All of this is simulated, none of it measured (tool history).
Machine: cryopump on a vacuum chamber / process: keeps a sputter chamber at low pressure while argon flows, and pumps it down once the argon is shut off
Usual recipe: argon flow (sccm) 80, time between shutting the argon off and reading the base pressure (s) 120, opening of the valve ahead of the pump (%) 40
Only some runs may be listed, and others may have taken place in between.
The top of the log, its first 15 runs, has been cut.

run,hour,argon flow (sccm),time between shutting the argon off and reading the base pressure (s),opening of the valve ahead of the pump (%),pressure while argon flows (Pa),pressure after the wait (uPa)
16,201.3,80,120,40,0.1669,1.02
17,212.5,70,120,40,0.1465,1.05
18,222,70,120,40,0.1461,1.02
19,232.4,84,147,19,0.36,0.97
20,244.1,84,147,19,0.3632,0.96
21,260.1,84,147,19,0.3607,0.94
22,268.3,59,120,41,0.1201,1.06
23,284.6,158,38,36,0.3684,2.22
24,297.7,57,152,18,0.2594,0.93
25,308.5,148,120,21,0.579,1.14
26,317.9,154,293,40,0.3256,0.76
27,335.7,154,293,40,0.325,0.75
28,349,112,293,38,0.2498,0.76
29,356.4,112,293,38,0.2486,0.82
30,368.2,39,23,21,0.1541,3.39
31,378.2,80,75,18,0.3637,1.45
32,385.6,80,75,18,0.3671,1.41
33,402.7,80,75,18,0.3635,1.45
34,415,89,191,29,0.2564,0.89
35,430.1,44,66,40,0.0924,1.6

Consider 3 possible next runs. They are alternatives, not a sequence: every one starts from the tool as it was left by run 35. What does each give?
A,444.6,44,66,47,?,?
B,444.6,74,120,17,?,?
C,444.6,80,150,40,?,?

run,pressure while argon flows (Pa),pressure after the wait (uPa)
A,0.0801,1.58
B,0.3577,1.18
C,0.1696,1.08
The same runs, with their run-to-run variation unchanged, on a tool lacking any hidden condition would have given:
run,pressure while argon flows (Pa),pressure after the wait (uPa)
A,0.0739,1.1
B,0.3472,0.7
C,0.1583,0.6

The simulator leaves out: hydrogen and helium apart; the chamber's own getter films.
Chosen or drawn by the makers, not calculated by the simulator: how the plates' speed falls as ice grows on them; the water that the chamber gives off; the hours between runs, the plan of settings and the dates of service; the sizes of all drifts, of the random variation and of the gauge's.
